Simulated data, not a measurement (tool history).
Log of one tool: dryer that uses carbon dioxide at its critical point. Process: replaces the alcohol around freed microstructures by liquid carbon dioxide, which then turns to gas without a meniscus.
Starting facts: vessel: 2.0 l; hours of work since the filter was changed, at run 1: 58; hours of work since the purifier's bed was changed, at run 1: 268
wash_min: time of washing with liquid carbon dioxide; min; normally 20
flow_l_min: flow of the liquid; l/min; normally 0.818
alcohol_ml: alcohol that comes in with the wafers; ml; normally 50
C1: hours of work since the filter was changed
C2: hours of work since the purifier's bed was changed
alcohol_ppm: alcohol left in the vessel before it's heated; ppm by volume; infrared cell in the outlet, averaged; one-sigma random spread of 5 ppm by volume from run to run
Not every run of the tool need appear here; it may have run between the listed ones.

{"run": 1, "hour": 0.0, "wash_min": 20, "flow_l_min": 0.818, "alcohol_ml": 50, "C1": 58, "C2": 268, "alcohol_ppm": 24}
{"run": 2, "hour": 17.7, "wash_min": 20, "flow_l_min": 0.818, "alcohol_ml": 50, "C1": 70, "C2": 280, "alcohol_ppm": 29}
{"run": 3, "hour": 31.3, "wash_min": 20, "flow_l_min": 0.818, "alcohol_ml": 50, "C1": 80, "C2": 290, "alcohol_ppm": 34}
{"run": 4, "hour": 43.5, "wash_min": 20, "flow_l_min": 0.818, "alcohol_ml": 50, "C1": 88, "C2": 298, "alcohol_ppm": 30}
{"run": 5, "hour": 51.9, "wash_min": 20, "flow_l_min": 0.818, "alcohol_ml": 50, "C1": 94, "C2": 304, "alcohol_ppm": 38}
{"run": 6, "hour": 65.4, "wash_min": 20, "flow_l_min": 0.818, "alcohol_ml": 50, "C1": 103, "C2": 313, "alcohol_ppm": 36}
{"run": 7, "hour": 80.4, "wash_min": 23, "flow_l_min": 0.818, "alcohol_ml": 50, "C1": 114, "C2": 324, "alcohol_ppm": 22}
{"run": 8, "hour": 94.3, "wash_min": 27, "flow_l_min": 0.818, "alcohol_ml": 50, "C1": 123, "C2": 334, "alcohol_ppm": 16}
{"run": 9, "hour": 111.6, "wash_min": 27, "flow_l_min": 0.818, "alcohol_ml": 50, "C1": 136, "C2": 346, "alcohol_ppm": 20}
{"run": 10, "hour": 128.7, "wash_min": 27, "flow_l_min": 0.818, "alcohol_ml": 50, "C1": 147, "C2": 357, "alcohol_ppm": 21}
{"run": 11, "hour": 145.3, "wash_min": 27, "flow_l_min": 0.818, "alcohol_ml": 50, "C1": 159, "C2": 369, "alcohol_ppm": 17}
{"run": 12, "hour": 161.1, "wash_min": 20, "flow_l_min": 0.818, "alcohol_ml": 48, "C1": 170, "C2": 380, "alcohol_ppm": 30}
{"run": 13, "hour": 176.1, "wash_min": 20, "flow_l_min": 0.818, "alcohol_ml": 48, "C1": 180, "C2": 390, "alcohol_ppm": 35}
{"run": 14, "hour": 193.1, "wash_min": 19, "flow_l_min": 0.818, "alcohol_ml": 50, "C1": 192, "C2": 402, "alcohol_ppm": 36}
{"run": 15, "hour": 200.8, "wash_min": 19, "flow_l_min": 0.818, "alcohol_ml": 50, "C1": 198, "C2": 408, "alcohol_ppm": 48}
{"run": 16, "hour": 215.0, "wash_min": 19, "flow_l_min": 0.818, "alcohol_ml": 50, "C1": 207, "C2": 417, "alcohol_ppm": 41}
{"run": 17, "hour": 224.9, "wash_min": 19, "flow_l_min": 0.818, "alcohol_ml": 50, "C1": 214, "C2": 424, "alcohol_ppm": 51}
{"run": 18, "hour": 237.6, "wash_min": 28, "flow_l_min": 0.818, "alcohol_ml": 45, "C1": 223, "C2": 433, "alcohol_ppm": 37}
{"run": 19, "hour": 250.7, "wash_min": 19, "flow_l_min": 1.155, "alcohol_ml": 93, "C1": 232, "C2": 442, "alcohol_ppm": 25}
{"run": 20, "hour": 259.5, "wash_min": 19, "flow_l_min": 0.998, "alcohol_ml": 93, "C1": 238, "C2": 448, "alcohol_ppm": 31}
{"run": 21, "hour": 274.7, "wash_min": 12, "flow_l_min": 0.998, "alcohol_ml": 46, "C1": 249, "C2": 459, "alcohol_ppm": 142}
{"run": 22, "hour": 283.6, "wash_min": 23, "flow_l_min": 0.818, "alcohol_ml": 34, "C1": 255, "C2": 465, "alcohol_ppm": 30}
{"run": 23, "hour": 298.8, "wash_min": 23, "flow_l_min": 0.818, "alcohol_ml": 34, "C1": 266, "C2": 476, "alcohol_ppm": 34}
{"run": 24, "hour": 314.4, "wash_min": 20, "flow_l_min": 1.157, "alcohol_ml": 29, "C1": 277, "C2": 487, "alcohol_ppm": 25}
{"run": 25, "hour": 322.8, "wash_min": 21, "flow_l_min": 0.574, "alcohol_ml": 50, "C1": 282, "C2": 492, "alcohol_ppm": 157}
{"run": 26, "hour": 331.3, "wash_min": 21, "flow_l_min": 0.574, "alcohol_ml": 50, "C1": 288, "C2": 498, "alcohol_ppm": 148}
{"run": 27, "hour": 341.6, "wash_min": 20, "flow_l_min": 1.227, "alcohol_ml": 55, "C1": 295, "C2": 506, "alcohol_ppm": 26}
{"run": 28, "hour": 351.2, "wash_min": 13, "flow_l_min": 0.924, "alcohol_ml": 45, "C1": 302, "C2": 512, "alcohol_ppm": 154}
{"run": 29, "hour": 363.2, "wash_min": 31, "flow_l_min": 0.532, "alcohol_ml": 88, "C1": 310, "C2": 521, "alcohol_ppm": 73}
{"run": 30, "hour": 375.6, "wash_min": 25, "flow_l_min": 0.818, "alcohol_ml": 50, "C1": 319, "C2": 529, "alcohol_ppm": 28}
{"run": 31, "hour": 386.2, "wash_min": 27, "flow_l_min": 0.818, "alcohol_ml": 33, "C1": 326, "C2": 537, "alcohol_ppm": 37}
{"run": 32, "hour": 395.4, "wash_min": 23, "flow_l_min": 0.818, "alcohol_ml": 30, "C1": 333, "C2": 543, "alcohol_ppm": 33}
{"run": 33, "hour": 402.6, "wash_min": 15, "flow_l_min": 1.188, "alcohol_ml": 50, "C1": 338, "C2": 548, "alcohol_ppm": 41}
{"run": 34, "hour": 416.5, "wash_min": 30, "flow_l_min": 0.862, "alcohol_ml": 66, "C1": 348, "C2": 558, "alcohol_ppm": 42}

3 options for the next run, each taken on its own from the tool as it stands now. Forecast them:
{"hour": 427.0, "done": "inlet filter changed"}
{"run": "A", "hour": 431.9, "wash_min": 12, "flow_l_min": 0.636, "alcohol_ml": 66, "C1": 3, "C2": 568, "alcohol_ppm": "?"}
{"hour": 427.0, "done": "inlet filter changed"}
{"run": "B", "hour": 431.9, "wash_min": 30, "flow_l_min": 0.854, "alcohol_ml": 27, "C1": 3, "C2": 568, "alcohol_ppm": "?"}
{"hour": 427.0, "done": "inlet filter changed"}
{"run": "C", "hour": 431.9, "wash_min": 30, "flow_l_min": 0.941, "alcohol_ml": 46, "C1": 3, "C2": 568, "alcohol_ppm": "?"}

run=A alcohol_ppm=787
run=B alcohol_ppm=25
run=C alcohol_ppm=25
Stripped of hidden state, with their random variation kept, the same runs would have yielded:
run=A alcohol_ppm=755
run=B alcohol_ppm=0
run=C alcohol_ppm=0

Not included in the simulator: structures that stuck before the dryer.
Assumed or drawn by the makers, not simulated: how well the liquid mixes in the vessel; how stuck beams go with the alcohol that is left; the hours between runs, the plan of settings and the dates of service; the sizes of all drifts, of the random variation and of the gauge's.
